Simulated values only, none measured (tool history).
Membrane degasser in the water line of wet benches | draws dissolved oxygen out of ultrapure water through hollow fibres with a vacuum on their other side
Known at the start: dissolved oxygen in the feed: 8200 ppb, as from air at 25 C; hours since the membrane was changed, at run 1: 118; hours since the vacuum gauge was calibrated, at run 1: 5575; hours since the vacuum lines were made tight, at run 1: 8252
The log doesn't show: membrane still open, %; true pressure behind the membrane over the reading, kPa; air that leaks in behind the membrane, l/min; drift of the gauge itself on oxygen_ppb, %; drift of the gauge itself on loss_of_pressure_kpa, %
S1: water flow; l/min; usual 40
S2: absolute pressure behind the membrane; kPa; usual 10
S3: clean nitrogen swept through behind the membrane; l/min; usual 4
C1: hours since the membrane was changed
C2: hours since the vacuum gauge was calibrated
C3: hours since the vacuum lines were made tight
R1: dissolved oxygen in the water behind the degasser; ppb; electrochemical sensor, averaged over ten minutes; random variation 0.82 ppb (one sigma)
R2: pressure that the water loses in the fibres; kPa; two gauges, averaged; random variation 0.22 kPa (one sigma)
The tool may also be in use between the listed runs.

run,hour,S1,S2,S3,C1,C2,C3,R1,R2
1,0,40,10,4,118,5575,8252,162.8,52.04
2,41,40,10,4,159,5616,8293,163.6,52.08
3,98.8,40,10,4,217,5674,8351,163.9,51.89
4,154.8,40,10,4,273,5730,8407,162.9,52.1
5,205.8,40,10,4,324,5781,8458,162.6,52.22
6,240.5,40,13.8,4,359,5816,8493,250.2,52.2
7,294.1,40,13.8,4,412,5869,8547,249,52.16
8,338,40,10,6.36,456,5913,8590,107.2,52.12
9,397.2,40,10,6.36,515,5972,8650,106.9,51.54
10,432.5,40,10,6.36,550,6008,8685,107.1,52.13
11,457.4,40,10,6.36,575,6033,8710,106.6,52.46
12,487.1,40,10,4,605,6062,8740,162.6,52.71
13,522.5,40,10,4,640,6098,8775,164,52.16
14,568.3,40,10,4,686,6144,8821,164.3,52.53
15,608.2,40,10,4,726,6183,8861,162.3,52.41
16,641.3,40,10,4,759,6217,8894,163.9,51.82
17,672.2,40,11.7,9.66,790,6247,8925,89.7,52.6
18,702.3,36,6.7,5.4,820,6278,8955,60,46.95
19,740.7,36,6.7,5.4,859,6316,8993,59.6,46.71
20,793.3,36,24.3,5.4,911,6369,9046,329.3,46.72
21,831.8,52,24.3,5.4,950,6407,9084,465.7,67.9
# hour 853.3: vacuum gauge calibrated
22,859.3,52,24.3,5.4,977,6,9111,460.5,67.92
23,917.5,52,11.7,3.5,1035,64,9169,288.6,68.27
24,946.1,40,10,8.46,1064,93,9198,81.5,52.21
25,995.8,40,10,8.46,1113,143,9248,81.8,52.33
26,1050.8,32,17.8,11.01,1168,197,9303,106.3,42.03
27,1085,38,17.8,7.75,1202,232,9337,173.7,49.48
28,1127.8,55,17.8,7.75,1245,274,9380,250.7,71.88
29,1157.7,36,9.4,6.24,1275,304,9410,88.9,46.91
30,1187.1,40,15.7,9.9,1305,334,9439,126.1,51.88
31,1215,40,15.7,9.9,1332,362,9467,126.3,52.14
32,1268.8,46,8.1,7.96,1386,415,9521,72.7,60.3

How the hidden state differs across the entries between the runs, from the last listed run before each to the first after it:
Between runs 21 and 22: vacuum gauge calibrated (hour 853.3)
  true pressure behind the membrane over the reading, kPa: 0.11 -> 0.03
  measured less the result without the state, R1: +4.6 -> +2.9 ppb; R2: +0.34 -> +0.35 kPa

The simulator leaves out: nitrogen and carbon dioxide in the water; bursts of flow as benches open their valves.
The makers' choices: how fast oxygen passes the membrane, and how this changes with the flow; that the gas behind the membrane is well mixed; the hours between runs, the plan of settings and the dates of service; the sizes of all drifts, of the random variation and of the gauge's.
